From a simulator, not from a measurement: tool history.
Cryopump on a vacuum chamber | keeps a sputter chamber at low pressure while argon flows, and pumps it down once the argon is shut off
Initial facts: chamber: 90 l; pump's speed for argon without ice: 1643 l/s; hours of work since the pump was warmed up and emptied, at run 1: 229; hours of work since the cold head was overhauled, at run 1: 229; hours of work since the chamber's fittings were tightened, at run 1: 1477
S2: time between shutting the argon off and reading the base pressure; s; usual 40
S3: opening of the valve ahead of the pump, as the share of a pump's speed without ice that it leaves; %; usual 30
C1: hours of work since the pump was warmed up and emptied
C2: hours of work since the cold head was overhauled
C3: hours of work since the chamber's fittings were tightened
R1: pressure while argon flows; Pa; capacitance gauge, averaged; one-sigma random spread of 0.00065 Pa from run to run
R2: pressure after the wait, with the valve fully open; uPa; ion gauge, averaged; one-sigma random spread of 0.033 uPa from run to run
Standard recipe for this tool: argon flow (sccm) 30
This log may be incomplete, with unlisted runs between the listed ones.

{"run": 1, "hour": 0.0, "argon flow (sccm)": 30, "S2": 40, "S3": 30, "C1": 229, "C2": 229, "C3": 1477, "R1": 0.1084, "R2": 3.03}
{"run": 2, "hour": 20.2, "argon flow (sccm)": 30, "S2": 34, "S3": 30, "C1": 245, "C2": 245, "C3": 1493, "R1": 0.1084, "R2": 3.4}
{"run": 3, "hour": 39.7, "argon flow (sccm)": 36, "S2": 40, "S3": 30, "C1": 260, "C2": 260, "C3": 1508, "R1": 0.1294, "R2": 3.06}
{"run": 4, "hour": 49.2, "argon flow (sccm)": 36, "S2": 40, "S3": 30, "C1": 267, "C2": 267, "C3": 1516, "R1": 0.1307, "R2": 3.07}
{"run": 5, "hour": 64.1, "argon flow (sccm)": 36, "S2": 40, "S3": 30, "C1": 279, "C2": 279, "C3": 1527, "R1": 0.1314, "R2": 3.14}
{"run": 6, "hour": 83.2, "argon flow (sccm)": 36, "S2": 40, "S3": 30, "C1": 294, "C2": 294, "C3": 1542, "R1": 0.1317, "R2": 3.23}
{"run": 7, "hour": 93.1, "argon flow (sccm)": 36, "S2": 40, "S3": 30, "C1": 301, "C2": 301, "C3": 1550, "R1": 0.1319, "R2": 3.16}
{"run": 8, "hour": 105.6, "argon flow (sccm)": 36, "S2": 40, "S3": 30, "C1": 311, "C2": 311, "C3": 1559, "R1": 0.1325, "R2": 3.25}
{"run": 9, "hour": 124.3, "argon flow (sccm)": 36, "S2": 40, "S3": 30, "C1": 326, "C2": 326, "C3": 1574, "R1": 0.1325, "R2": 3.13}
{"run": 10, "hour": 139.6, "argon flow (sccm)": 36, "S2": 40, "S3": 30, "C1": 337, "C2": 337, "C3": 1586, "R1": 0.1337, "R2": 3.31}
{"run": 11, "hour": 156.3, "argon flow (sccm)": 36, "S2": 40, "S3": 30, "C1": 351, "C2": 351, "C3": 1599, "R1": 0.1335, "R2": 3.27}
{"run": 12, "hour": 165.3, "argon flow (sccm)": 30, "S2": 40, "S3": 31, "C1": 358, "C2": 358, "C3": 1606, "R1": 0.1086, "R2": 3.32}
{"run": 13, "hour": 176.3, "argon flow (sccm)": 30, "S2": 182, "S3": 30, "C1": 366, "C2": 366, "C3": 1615, "R1": 0.1123, "R2": 2.18}
{"run": 14, "hour": 191.2, "argon flow (sccm)": 30, "S2": 106, "S3": 30, "C1": 378, "C2": 378, "C3": 1626, "R1": 0.1116, "R2": 2.4}
{"run": 15, "hour": 206.9, "argon flow (sccm)": 30, "S2": 40, "S3": 30, "C1": 390, "C2": 390, "C3": 1638, "R1": 0.1129, "R2": 3.34}
{"run": 16, "hour": 226.8, "argon flow (sccm)": 57, "S2": 169, "S3": 28, "C1": 405, "C2": 405, "C3": 1654, "R1": 0.2292, "R2": 2.21}
{"run": 17, "hour": 235.5, "argon flow (sccm)": 38, "S2": 95, "S3": 39, "C1": 412, "C2": 412, "C3": 1661, "R1": 0.1132, "R2": 2.54}
{"run": 18, "hour": 250.2, "argon flow (sccm)": 56, "S2": 40, "S3": 34, "C1": 424, "C2": 424, "C3": 1672, "R1": 0.1904, "R2": 3.46}
{"run": 19, "hour": 270.5, "argon flow (sccm)": 44, "S2": 40, "S3": 34, "C1": 439, "C2": 439, "C3": 1688, "R1": 0.1508, "R2": 3.46}
{"hour": 293.5, "done": "pump warmed up, emptied and cooled again"}
{"run": 20, "hour": 293.9, "argon flow (sccm)": 30, "S2": 40, "S3": 52, "C1": 0, "C2": 454, "C3": 1702, "R1": 0.0598, "R2": 3}
{"run": 21, "hour": 302.5, "argon flow (sccm)": 13, "S2": 149, "S3": 30, "C1": 7, "C2": 461, "C3": 1709, "R1": 0.0433, "R2": 1.88}
{"run": 22, "hour": 319.9, "argon flow (sccm)": 33, "S2": 26, "S3": 30, "C1": 21, "C2": 474, "C3": 1723, "R1": 0.1149, "R2": 3.83}
{"run": 23, "hour": 334.2, "argon flow (sccm)": 30, "S2": 67, "S3": 30, "C1": 32, "C2": 485, "C3": 1734, "R1": 0.1042, "R2": 2.41}
{"run": 24, "hour": 348.8, "argon flow (sccm)": 14, "S2": 67, "S3": 26, "C1": 43, "C2": 497, "C3": 1745, "R1": 0.0547, "R2": 2.45}
{"run": 25, "hour": 363.5, "argon flow (sccm)": 47, "S2": 22, "S3": 30, "C1": 55, "C2": 508, "C3": 1756, "R1": 0.1642, "R2": 4.24}
{"run": 26, "hour": 374.4, "argon flow (sccm)": 14, "S2": 45, "S3": 15, "C1": 63, "C2": 517, "C3": 1765, "R1": 0.0974, "R2": 3}
{"run": 27, "hour": 394.7, "argon flow (sccm)": 14, "S2": 24, "S3": 31, "C1": 79, "C2": 532, "C3": 1781, "R1": 0.0464, "R2": 4.21}
{"run": 28, "hour": 406.0, "argon flow (sccm)": 23, "S2": 40, "S3": 27, "C1": 88, "C2": 541, "C3": 1790, "R1": 0.0892, "R2": 3.22}
{"run": 29, "hour": 425.1, "argon flow (sccm)": 14, "S2": 74, "S3": 44, "C1": 103, "C2": 556, "C3": 1804, "R1": 0.034, "R2": 2.48}

Entry by entry between the runs, the difference in hidden state between the last listed run before and the first listed run after:
Runs 19 to 20: pump warmed up, emptied and cooled again (hour 293.5)
  pump's speed, % of a pump's without ice: 73 -> 99.7; leak into the chamber, uPa l/s: 2354 -> 2369
  measured value less the no-hidden-state value, R1: +0.0171 -> +0.0002 Pa; R2: +1.78 -> +1.27 uPa
